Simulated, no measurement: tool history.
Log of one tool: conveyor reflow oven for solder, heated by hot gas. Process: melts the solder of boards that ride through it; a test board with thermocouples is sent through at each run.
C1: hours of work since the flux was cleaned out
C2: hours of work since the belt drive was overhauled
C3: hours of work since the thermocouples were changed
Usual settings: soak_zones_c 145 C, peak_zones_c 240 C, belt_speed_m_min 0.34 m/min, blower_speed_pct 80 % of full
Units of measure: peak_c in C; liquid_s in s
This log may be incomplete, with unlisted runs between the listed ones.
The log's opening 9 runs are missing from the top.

{"run": 10, "day": 4.121, "soak_zones_c": 145, "peak_zones_c": 240, "belt_speed_m_min": 0.304, "blower_speed_pct": 80, "C1": 191, "C2": 224, "C3": 332, "peak_c": 229.6, "liquid_s": 106.1}
{"run": 11, "day": 4.717, "soak_zones_c": 145, "peak_zones_c": 240, "belt_speed_m_min": 0.34, "blower_speed_pct": 80, "C1": 198, "C2": 231, "C3": 339, "peak_c": 226.1, "liquid_s": 92.1}
{"run": 12, "day": 5.017, "soak_zones_c": 145, "peak_zones_c": 240, "belt_speed_m_min": 0.34, "blower_speed_pct": 80, "C1": 202, "C2": 234, "C3": 343, "peak_c": 226.8, "liquid_s": 91.6}
{"run": 13, "day": 5.383, "soak_zones_c": 153, "peak_zones_c": 240, "belt_speed_m_min": 0.34, "blower_speed_pct": 80, "C1": 206, "C2": 239, "C3": 347, "peak_c": 228, "liquid_s": 97.3}
{"run": 14, "day": 5.65, "soak_zones_c": 153, "peak_zones_c": 240, "belt_speed_m_min": 0.34, "blower_speed_pct": 80, "C1": 209, "C2": 242, "C3": 350, "peak_c": 227.8, "liquid_s": 97.5}
{"run": 15, "day": 6.154, "soak_zones_c": 132, "peak_zones_c": 240, "belt_speed_m_min": 0.34, "blower_speed_pct": 80, "C1": 215, "C2": 248, "C3": 357, "peak_c": 224.5, "liquid_s": 84.4}
{"run": 16, "day": 6.75, "soak_zones_c": 132, "peak_zones_c": 240, "belt_speed_m_min": 0.271, "blower_speed_pct": 80, "C1": 222, "C2": 255, "C3": 364, "peak_c": 230.8, "liquid_s": 113.7}
{"run": 17, "day": 7.379, "soak_zones_c": 137, "peak_zones_c": 231, "belt_speed_m_min": 0.34, "blower_speed_pct": 80, "C1": 230, "C2": 262, "C3": 371, "peak_c": 217.6, "liquid_s": 80}
{"run": 18, "day": 7.767, "soak_zones_c": 150, "peak_zones_c": 244, "belt_speed_m_min": 0.346, "blower_speed_pct": 78, "C1": 235, "C2": 267, "C3": 376, "peak_c": 229.9, "liquid_s": 95.4}
{"run": 19, "day": 8.183, "soak_zones_c": 154, "peak_zones_c": 240, "belt_speed_m_min": 0.392, "blower_speed_pct": 80, "C1": 240, "C2": 272, "C3": 381, "peak_c": 223.6, "liquid_s": 81.5}
{"run": 20, "day": 8.75, "soak_zones_c": 154, "peak_zones_c": 240, "belt_speed_m_min": 0.392, "blower_speed_pct": 80, "C1": 246, "C2": 279, "C3": 388, "peak_c": 223, "liquid_s": 81.6}
{"run": 21, "day": 9.038, "soak_zones_c": 154, "peak_zones_c": 240, "belt_speed_m_min": 0.392, "blower_speed_pct": 80, "C1": 250, "C2": 282, "C3": 391, "peak_c": 223.9, "liquid_s": 81.3}
{"run": 22, "day": 9.408, "soak_zones_c": 140, "peak_zones_c": 240, "belt_speed_m_min": 0.392, "blower_speed_pct": 70, "C1": 254, "C2": 287, "C3": 395, "peak_c": 218.6, "liquid_s": 69.9}
{"run": 23, "day": 9.942, "soak_zones_c": 145, "peak_zones_c": 254, "belt_speed_m_min": 0.271, "blower_speed_pct": 80, "C1": 261, "C2": 293, "C3": 402, "peak_c": 245.6, "liquid_s": 129.4}
{"run": 24, "day": 10.229, "soak_zones_c": 145, "peak_zones_c": 254, "belt_speed_m_min": 0.271, "blower_speed_pct": 80, "C1": 264, "C2": 297, "C3": 405, "peak_c": 245, "liquid_s": 129.7}
{"run": 25, "day": 10.492, "soak_zones_c": 143, "peak_zones_c": 240, "belt_speed_m_min": 0.271, "blower_speed_pct": 80, "C1": 267, "C2": 300, "C3": 408, "peak_c": 231.6, "liquid_s": 119.7}
{"run": 26, "day": 11.092, "soak_zones_c": 145, "peak_zones_c": 240, "belt_speed_m_min": 0.329, "blower_speed_pct": 51, "C1": 274, "C2": 307, "C3": 416, "peak_c": 220.2, "liquid_s": 88.3}
{"run": 27, "day": 11.608, "soak_zones_c": 145, "peak_zones_c": 240, "belt_speed_m_min": 0.329, "blower_speed_pct": 51, "C1": 281, "C2": 313, "C3": 422, "peak_c": 220, "liquid_s": 88.1}
{"run": 28, "day": 11.908, "soak_zones_c": 133, "peak_zones_c": 254, "belt_speed_m_min": 0.319, "blower_speed_pct": 85, "C1": 284, "C2": 317, "C3": 425, "peak_c": 240.1, "liquid_s": 102}
{"run": 29, "day": 12.321, "soak_zones_c": 153, "peak_zones_c": 242, "belt_speed_m_min": 0.319, "blower_speed_pct": 85, "C1": 289, "C2": 322, "C3": 430, "peak_c": 231.1, "liquid_s": 106.3}
{"run": 30, "day": 12.742, "soak_zones_c": 130, "peak_zones_c": 242, "belt_speed_m_min": 0.378, "blower_speed_pct": 54, "C1": 294, "C2": 327, "C3": 435, "peak_c": 213.8, "liquid_s": 62.7}
{"run": 31, "day": 13.096, "soak_zones_c": 132, "peak_zones_c": 240, "belt_speed_m_min": 0.34, "blower_speed_pct": 80, "C1": 298, "C2": 331, "C3": 439, "peak_c": 224.1, "liquid_s": 83.5}

Predict each of these 3 candidate next runs independently; none follows another, all start after run 31:
{"run": "A", "day": 13.396, "soak_zones_c": 132, "peak_zones_c": 240, "belt_speed_m_min": 0.34, "blower_speed_pct": 80, "C1": 302, "C2": 334, "C3": 443, "peak_c": "?", "liquid_s": "?"}
{"run": "B", "day": 13.396, "soak_zones_c": 145, "peak_zones_c": 240, "belt_speed_m_min": 0.396, "blower_speed_pct": 61, "C1": 302, "C2": 334, "C3": 443, "peak_c": "?", "liquid_s": "?"}
{"run": "C", "day": 13.396, "soak_zones_c": 154, "peak_zones_c": 240, "belt_speed_m_min": 0.34, "blower_speed_pct": 80, "C1": 302, "C2": 334, "C3": 443, "peak_c": "?", "liquid_s": "?"}

run=A peak_c=223.6 liquid_s=83.9
run=B peak_c=216 liquid_s=68.6
run=C peak_c=227.8 liquid_s=97.6
Had the tool no hidden state, the same runs would have come out as:
run=A peak_c=226.6 liquid_s=86.7
run=B peak_c=219 liquid_s=71.6
run=C peak_c=230.2 liquid_s=98.9
